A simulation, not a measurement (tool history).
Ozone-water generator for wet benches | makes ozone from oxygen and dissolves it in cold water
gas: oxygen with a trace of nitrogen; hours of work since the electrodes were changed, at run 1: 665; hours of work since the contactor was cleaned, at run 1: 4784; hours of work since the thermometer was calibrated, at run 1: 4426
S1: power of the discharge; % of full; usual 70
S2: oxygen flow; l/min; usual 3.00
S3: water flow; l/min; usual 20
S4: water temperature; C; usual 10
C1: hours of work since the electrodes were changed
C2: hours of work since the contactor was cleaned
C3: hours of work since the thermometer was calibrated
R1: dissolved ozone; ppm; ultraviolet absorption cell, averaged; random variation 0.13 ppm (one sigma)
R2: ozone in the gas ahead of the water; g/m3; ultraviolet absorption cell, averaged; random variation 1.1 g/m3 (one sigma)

| run | day | S1 | S2 | S3 | S4 | C1 | C2 | C3 | R1 | R2 |
|---|---|---|---|---|---|---|---|---|---|---|
| 1 | 0.000 | 70 | 3.00 | 20 | 10 | 665 | 4784 | 4426 | 14.3 | 192.2 |
| 2 | 2.288 | 70 | 3.00 | 20 | 10 | 708 | 4828 | 4469 | 14.2 | 194.2 |
| 3 | 3.442 | 70 | 3.00 | 20 | 10 | 730 | 4850 | 4491 | 14.3 | 194.1 |
| 4 | 5.579 | 70 | 3.00 | 20 | 10 | 771 | 4890 | 4532 | 14.2 | 194.0 |
| 5 | 7.396 | 70 | 3.00 | 20 | 10 | 805 | 4925 | 4566 | 14.0 | 193.3 |
| 6 | 8.396 | 70 | 3.00 | 20 | 10 | 824 | 4944 | 4585 | 14.2 | 191.7 |
| 7 | 10.133 | 70 | 3.00 | 20 | 10 | 857 | 4977 | 4618 | 14.1 | 194.1 |
| 8 | 11.367 | 70 | 3.00 | 20 | 10 | 881 | 5000 | 4642 | 14.1 | 191.6 |
| 9 | 13.138 | 70 | 3.00 | 20 | 10 | 914 | 5034 | 4675 | 14.3 | 192.7 |
| 10 | 14.129 | 67 | 3.00 | 20 | 10 | 933 | 5053 | 4694 | 13.9 | 186.7 |
| 11 | 15.271 | 70 | 3.00 | 28 | 10 | 955 | 5074 | 4716 | 9.7 | 191.5 |
| 12 | 16.296 | 70 | 3.00 | 28 | 10 | 974 | 5094 | 4735 | 10.0 | 191.4 |
| 13 | 18.058 | 65 | 3.00 | 22 | 10 | 1008 | 5127 | 4769 | 12.3 | 181.8 |
| 14 | 19.288 | 50 | 3.48 | 29 | 8 | 1031 | 5151 | 4792 | 8.0 | 144.6 |
| 15 | 20.421 | 50 | 3.48 | 30 | 8 | 1052 | 5172 | 4814 | 7.6 | 144.7 |
| 16 | 21.554 | 65 | 3.48 | 30 | 8 | 1074 | 5194 | 4835 | 9.2 | 170.7 |
| 17 | 23.333 | 42 | 3.00 | 20 | 10 | 1108 | 5228 | 4869 | 10.3 | 139.9 |
| 18 | 25.283 | 69 | 3.00 | 25 | 8 | 1145 | 5265 | 4906 | 11.2 | 189.1 |
| 19 | 26.392 | 69 | 3.00 | 25 | 8 | 1166 | 5286 | 4927 | 11.0 | 190.2 |
| 20 | 27.992 | 69 | 3.00 | 25 | 8 | 1196 | 5316 | 4957 | 11.3 | 188.9 |

Hidden state or all else? Some run-to-run changes of R2, split into what the settings, what came in and random variation would give without the hidden state, and what is left for the hidden state (with any gauge scatter that isn't in both results):
The hidden state here: yield of the discharge, % of new electrodes'; contactor's efficiency, % of a clean one's; true water temperature over the reading, C; drift of the gauge itself on ozone_ppm, %; drift of the gauge itself on gas_g_m3, %.
Run 1 -> 2: no setting changed, nothing entered. R2 +2.0 g/m3: hidden state -0.3, all else +2.3.
Run 13 -> 14: S1 65 -> 50, S2 3.00 -> 3.48, S3 22 -> 29, S4 10 -> 8. R2 -37.2 g/m3: hidden state +0.3, all else -37.5.
Run 17 -> 18: S1 42 -> 69, S3 20 -> 25, S4 10 -> 8. R2 +49.2 g/m3: hidden state -0.8, all else +50.0.
